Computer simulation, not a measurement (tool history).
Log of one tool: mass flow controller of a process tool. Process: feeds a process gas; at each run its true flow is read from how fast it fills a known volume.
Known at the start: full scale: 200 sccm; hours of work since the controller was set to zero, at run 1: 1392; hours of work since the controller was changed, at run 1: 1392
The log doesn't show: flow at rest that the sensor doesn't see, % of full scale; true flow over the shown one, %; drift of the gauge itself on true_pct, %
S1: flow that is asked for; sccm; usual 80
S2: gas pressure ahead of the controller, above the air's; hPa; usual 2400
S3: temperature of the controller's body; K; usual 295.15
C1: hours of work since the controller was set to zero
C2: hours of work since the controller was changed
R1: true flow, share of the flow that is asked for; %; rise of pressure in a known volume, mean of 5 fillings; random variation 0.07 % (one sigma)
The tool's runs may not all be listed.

| run | hour | S1 | S2 | S3 | C1 | C2 | R1 |
|---|---|---|---|---|---|---|---|
| 1 | 0.0 | 80 | 2400 | 295.15 | 1392 | 1392 | 98.91 |
| 2 | 67.6 | 80 | 1540 | 295.15 | 1423 | 1423 | 99.42 |
| 3 | 123.9 | 80 | 1540 | 301.15 | 1448 | 1448 | 100.21 |
| 4 | 229.9 | 39 | 2400 | 295.15 | 1495 | 1495 | 97.64 |
| 5 | 279.9 | 92 | 2400 | 295.15 | 1517 | 1517 | 99.09 |
| 6 | 355.3 | 80 | 2400 | 295.15 | 1551 | 1551 | 98.80 |
| 7 | 441.3 | 80 | 2400 | 295.15 | 1589 | 1589 | 98.86 |
| 8 | 517.9 | 80 | 2400 | 295.15 | 1623 | 1623 | 98.87 |
| 9 | 632.8 | 80 | 2400 | 295.15 | 1674 | 1674 | 98.84 |
| 10 | 721.0 | 59 | 2400 | 295.15 | 1713 | 1713 | 98.27 |
| 11 | 795.3 | 59 | 2400 | 295.15 | 1746 | 1746 | 98.28 |
| 12 | 912.8 | 59 | 2400 | 295.15 | 1799 | 1799 | 98.41 |
| 13 | 997.3 | 59 | 2400 | 295.15 | 1836 | 1836 | 98.21 |
| 14 | 1063.6 | 80 | 2400 | 300.15 | 1866 | 1866 | 99.22 |
| 15 | 1148.6 | 80 | 2400 | 300.15 | 1904 | 1904 | 99.23 |
| 16 | 1234.7 | 80 | 2400 | 300.15 | 1942 | 1942 | 99.24 |
| 17 | 1344.6 | 80 | 2400 | 295.15 | 1991 | 1991 | 98.62 |
| 18 | 1464.4 | 80 | 2690 | 295.15 | 2044 | 2044 | 98.36 |
| 19 | 1573.2 | 57 | 2400 | 298.15 | 2092 | 2092 | 98.49 |
| 20 | 1687.9 | 76 | 2290 | 308.15 | 2143 | 2143 | 100.00 |
|  | 1695.5 | controller's zero set anew |
| 21 | 1751.6 | 27 | 1640 | 295.15 | 25 | 2172 | 94.06 |
| 22 | 1858.0 | 50 | 1890 | 295.15 | 72 | 2219 | 96.90 |
| 23 | 1911.9 | 108 | 2400 | 306.15 | 96 | 2243 | 99.62 |
| 24 | 2030.3 | 23 | 2510 | 298.15 | 149 | 2296 | 92.44 |
| 25 | 2128.6 | 27 | 1920 | 298.15 | 193 | 2339 | 94.01 |
|  | 2135.2 | controller's zero set anew, once more |
| 26 | 2183.6 | 27 | 1920 | 298.15 | 22 | 2364 | 100.45 |
| 27 | 2302.7 | 27 | 1920 | 298.15 | 75 | 2417 | 100.32 |
| 28 | 2356.6 | 80 | 2400 | 313.15 | 99 | 2441 | 101.66 |
| 29 | 2460.8 | 80 | 2400 | 313.15 | 145 | 2487 | 101.68 |
| 30 | 2538.8 | 104 | 2400 | 308.15 | 180 | 2522 | 101.21 |
| 31 | 2637.3 | 104 | 2400 | 308.15 | 223 | 2565 | 101.30 |
| 32 | 2718.9 | 104 | 1930 | 309.15 | 260 | 2602 | 101.59 |

4 ways to go on from here, each from the tool as it stands after run 32. What would each give?
| A | 2809.1 | 80 | 2400 | 304.15 | 300 | 2642 | ? |
| B | 2809.1 | 90 | 1930 | 305.15 | 300 | 2642 | ? |
| C | 2809.1 | 63 | 2400 | 308.15 | 300 | 2642 | ? |
| D | 2809.1 | 80 | 1720 | 295.15 | 300 | 2642 | ? |

| run | R1 |
|---|---|
| A | 100.81 |
| B | 101.28 |
| C | 101.23 |
| D | 100.39 |
Without the tool's hidden state the same runs would have given:
| run | R1 |
|---|---|
| A | 100.05 |
| B | 100.50 |
| C | 100.53 |
| D | 99.63 |
